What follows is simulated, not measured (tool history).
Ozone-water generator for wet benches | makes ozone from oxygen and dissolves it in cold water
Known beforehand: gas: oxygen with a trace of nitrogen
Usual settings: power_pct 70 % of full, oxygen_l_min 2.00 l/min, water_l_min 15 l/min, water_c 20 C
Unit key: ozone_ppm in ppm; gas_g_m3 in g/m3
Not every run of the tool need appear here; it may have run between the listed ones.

Run 1, hour 0.0: usual settings. Result: ozone_ppm 17.3 ppm, gas_g_m3 258.1 g/m3.
Run 2, hour 109.0: usual settings. Result: ozone_ppm 17.2 ppm, gas_g_m3 256.8 g/m3.
Run 3, hour 158.1: usual settings. Result: ozone_ppm 17.1 ppm, gas_g_m3 256.4 g/m3.
Run 4, hour 224.7: usual settings. Result: ozone_ppm 17.4 ppm, gas_g_m3 256.4 g/m3.
Run 5, hour 312.5: usual settings but water_l_min 17 l/min. Result: ozone_ppm 15.2 ppm, gas_g_m3 259.5 g/m3.
Run 6, hour 411.5: usual settings. Result: ozone_ppm 17.3 ppm, gas_g_m3 259.1 g/m3.
Run 7, hour 493.4: usual settings. Result: ozone_ppm 17.5 ppm, gas_g_m3 259.4 g/m3.
Run 8, hour 560.8: usual settings. Result: ozone_ppm 17.2 ppm, gas_g_m3 260.6 g/m3.
Run 9, hour 622.4: usual settings but oxygen_l_min 3.07 l/min. Result: ozone_ppm 18.9 ppm, gas_g_m3 220.4 g/m3.
Run 10, hour 735.4: usual settings but oxygen_l_min 3.07 l/min. Result: ozone_ppm 19.0 ppm, gas_g_m3 219.1 g/m3.
Run 11, hour 846.2: usual settings but oxygen_l_min 3.07 l/min. Result: ozone_ppm 18.8 ppm, gas_g_m3 220.0 g/m3.
Run 12, hour 948.3: usual settings. Result: ozone_ppm 17.1 ppm, gas_g_m3 261.7 g/m3.
Run 13, hour 1012.5: usual settings but power_pct 48 % of full. Result: ozone_ppm 13.9 ppm, gas_g_m3 211.9 g/m3.
Run 14, hour 1086.8: usual settings but power_pct 48 % of full. Result: ozone_ppm 14.2 ppm, gas_g_m3 213.6 g/m3.
Run 15, hour 1196.6: usual settings but power_pct 75 % of full. Result: ozone_ppm 17.7 ppm, gas_g_m3 275.4 g/m3.
At hour 1209.9: gauge calibrated.
Run 16, hour 1274.5: usual settings but oxygen_l_min 3.12 l/min. Result: ozone_ppm 19.2 ppm, gas_g_m3 214.7 g/m3.
Run 17, hour 1345.4: usual settings but oxygen_l_min 3.12 l/min. Result: ozone_ppm 19.3 ppm, gas_g_m3 215.2 g/m3.
Run 18, hour 1409.0: usual settings but oxygen_l_min 2.25 l/min, water_l_min 9 l/min, water_c 17 C. Result: ozone_ppm 28.9 ppm, gas_g_m3 245.0 g/m3.
Run 19, hour 1456.9: usual settings but oxygen_l_min 2.25 l/min, water_l_min 9 l/min, water_c 17 C. Result: ozone_ppm 29.1 ppm, gas_g_m3 246.5 g/m3.
Run 20, hour 1550.7: usual settings but power_pct 95 % of full, oxygen_l_min 1.78 l/min, water_l_min 23 l/min, water_c 17 C. Result: ozone_ppm 12.7 ppm, gas_g_m3 324.5 g/m3.
Run 21, hour 1621.3: usual settings but power_pct 95 % of full, oxygen_l_min 1.78 l/min, water_l_min 23 l/min, water_c 17 C. Result: ozone_ppm 12.6 ppm, gas_g_m3 323.0 g/m3.
Run 22, hour 1720.6: usual settings but power_pct 95 % of full, oxygen_l_min 1.78 l/min, water_l_min 23 l/min, water_c 17 C. Result: ozone_ppm 12.8 ppm, gas_g_m3 321.2 g/m3.
Run 23, hour 1782.3: usual settings but power_pct 95 % of full, oxygen_l_min 1.78 l/min, water_l_min 23 l/min, water_c 17 C. Result: ozone_ppm 12.8 ppm, gas_g_m3 323.6 g/m3.
Run 24, hour 1840.1: usual settings but power_pct 95 % of full, oxygen_l_min 1.47 l/min, water_l_min 23 l/min, water_c 22 C. Result: ozone_ppm 11.7 ppm, gas_g_m3 350.1 g/m3.
Run 25, hour 1917.6: usual settings but oxygen_l_min 1.22 l/min, water_l_min 12 l/min, water_c 27 C. Result: ozone_ppm 17.2 ppm, gas_g_m3 315.4 g/m3.
Run 26, hour 2023.9: usual settings but oxygen_l_min 1.22 l/min, water_l_min 12 l/min, water_c 27 C. Result: ozone_ppm 17.5 ppm, gas_g_m3 319.2 g/m3.
Run 27, hour 2096.8: usual settings but oxygen_l_min 1.22 l/min, water_l_min 12 l/min, water_c 27 C. Result: ozone_ppm 17.2 ppm, gas_g_m3 322.3 g/m3.
Run 28, hour 2185.0: usual settings but oxygen_l_min 1.22 l/min, water_l_min 12 l/min, water_c 27 C. Result: ozone_ppm 17.5 ppm, gas_g_m3 320.8 g/m3.
Run 29, hour 2299.0: usual settings but power_pct 86 % of full, oxygen_l_min 1.88 l/min, water_l_min 12 l/min, water_c 27 C. Result: ozone_ppm 21.7 ppm, gas_g_m3 305.6 g/m3.
Run 30, hour 2390.0: usual settings but power_pct 86 % of full, oxygen_l_min 1.88 l/min, water_l_min 12 l/min, water_c 27 C. Result: ozone_ppm 21.8 ppm, gas_g_m3 304.7 g/m3.
Run 31, hour 2461.7: usual settings but power_pct 86 % of full, oxygen_l_min 1.88 l/min, water_l_min 13 l/min, water_c 27 C. Result: ozone_ppm 19.9 ppm, gas_g_m3 303.2 g/m3.
Run 32, hour 2563.0: usual settings but power_pct 63 % of full, oxygen_l_min 1.88 l/min, water_l_min 11 l/min, water_c 27 C. Result: ozone_ppm 19.7 ppm, gas_g_m3 255.1 g/m3.
Run 33, hour 2677.2: usual settings but power_pct 64 % of full, oxygen_l_min 3.31 l/min, water_c 13 C. Result: ozone_ppm 20.2 ppm, gas_g_m3 203.2 g/m3.

Results per run with the tool's hidden condition removed, run-to-run variation unchanged:
Hidden state at play: yield of the discharge, % of new electrodes'; contactor's efficiency, % of a clean one's; true water temperature over the reading, C; drift of the gauge itself on ozone_ppm, %; drift of the gauge itself on gas_g_m3, %.
run  gas_g_m3
  1     258.2
  2     256.3
  3     255.6
  4     255.2
  5     257.7
  6     256.8
  7     256.7
  8     257.5
  9     217.5
 10     215.6
 11     215.9
 12     256.3
 13     207.2
 14     208.6
 15     268.2
 16     214.5
 17     214.7
 18     244.1
 19     245.3
 20     322.2
 21     320.2
 22     317.8
 23     319.7
 24     345.4
 25     310.7
 26     313.6
 27     316.2
 28     314.1
 29     298.5
 30     297.0
 31     295.2
 32     247.7
 33     196.9
ozone_ppm: at most 0.1 ppm away from the measurement, every run.
